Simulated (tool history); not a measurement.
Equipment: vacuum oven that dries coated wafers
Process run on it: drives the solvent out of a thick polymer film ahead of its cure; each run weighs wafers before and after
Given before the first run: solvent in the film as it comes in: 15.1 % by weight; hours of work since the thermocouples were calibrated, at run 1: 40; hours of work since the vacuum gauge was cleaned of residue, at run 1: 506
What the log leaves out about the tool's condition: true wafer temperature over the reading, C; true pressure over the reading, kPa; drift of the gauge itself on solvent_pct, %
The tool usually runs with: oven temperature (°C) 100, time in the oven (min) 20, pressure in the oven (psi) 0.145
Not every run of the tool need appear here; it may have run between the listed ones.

| run | hour | oven temperature (°C) | time in the oven (min) | pressure in the oven (psi) | hours of work since the thermocouples were calibrated | hours of work since the vacuum gauge was cleaned of residue | solvent left in the film (%) |
|---|---|---|---|---|---|---|---|
| 1 | 0 | 100 | 20 | 0.145 | 40 | 506 | 1.6 |
| 2 | 34.1 | 100 | 20 | 0.145 | 61 | 527 | 1.62 |
| 3 | 81.1 | 100 | 20 | 0.145 | 90 | 556 | 1.59 |
| 4 | 110.4 | 100 | 20 | 0.145 | 108 | 575 | 1.6 |
| 5 | 140 | 100 | 20 | 0.145 | 126 | 593 | 1.52 |
| 6 | 181 | 100 | 20 | 0.145 | 151 | 618 | 1.52 |
| 7 | 212 | 100 | 20 | 0.145 | 171 | 637 | 1.6 |
| 8 | 245.8 | 100 | 20 | 0.145 | 191 | 658 | 1.61 |
| 9 | 271.9 | 100 | 20 | 0.145 | 208 | 674 | 1.63 |
| 10 | 297.4 | 100 | 24 | 0.145 | 223 | 690 | 1.2 |
| 11 | 327.4 | 100 | 24 | 0.145 | 242 | 709 | 1.13 |
| 12 | 367.5 | 100 | 24 | 0.145 | 267 | 733 | 1.13 |
| 13 | 403 | 100 | 24 | 0.145 | 289 | 755 | 1.07 |
| 14 | 432.9 | 100 | 24 | 0.145 | 307 | 774 | 1.07 |
| 15 | 481.1 | 100 | 20 | 0.145 | 337 | 804 | 1.54 |
| 16 | 513.9 | 100 | 16 | 0.145 | 357 | 824 | 2.23 |
| 17 | 546.2 | 100 | 16 | 0.145 | 377 | 844 | 2.17 |
| 18 | 585.2 | 100 | 18 | 0.145 | 401 | 868 | 1.83 |
| 19 | 635.5 | 100 | 18 | 0.145 | 432 | 899 | 1.8 |
| 20 | 666.2 | 100 | 18 | 0.145 | 451 | 918 | 1.75 |
| 21 | 689.8 | 100 | 20 | 0.145 | 466 | 933 | 1.48 |
| 22 | 725.7 | 100 | 20 | 0.145 | 488 | 955 | 1.59 |
| 23 | 766.5 | 103 | 23 | 0.289 | 513 | 980 | 1.09 |
| 24 | 816.9 | 103 | 23 | 0.289 | 544 | 1011 | 1.17 |
| 25 | 848.8 | 93 | 25 | 0.387 | 564 | 1031 | 2.97 |

What does the tool deliver on the next run?
| 26 | 882.5 | 93 | 25 | 0.387 | 585 | 1052 | ? |

Run 26 produced solvent left in the film (%) 2.78.
On a tool with no hidden condition, and with the same random variation, this run would have come out at solvent left in the film (%) 2.88.
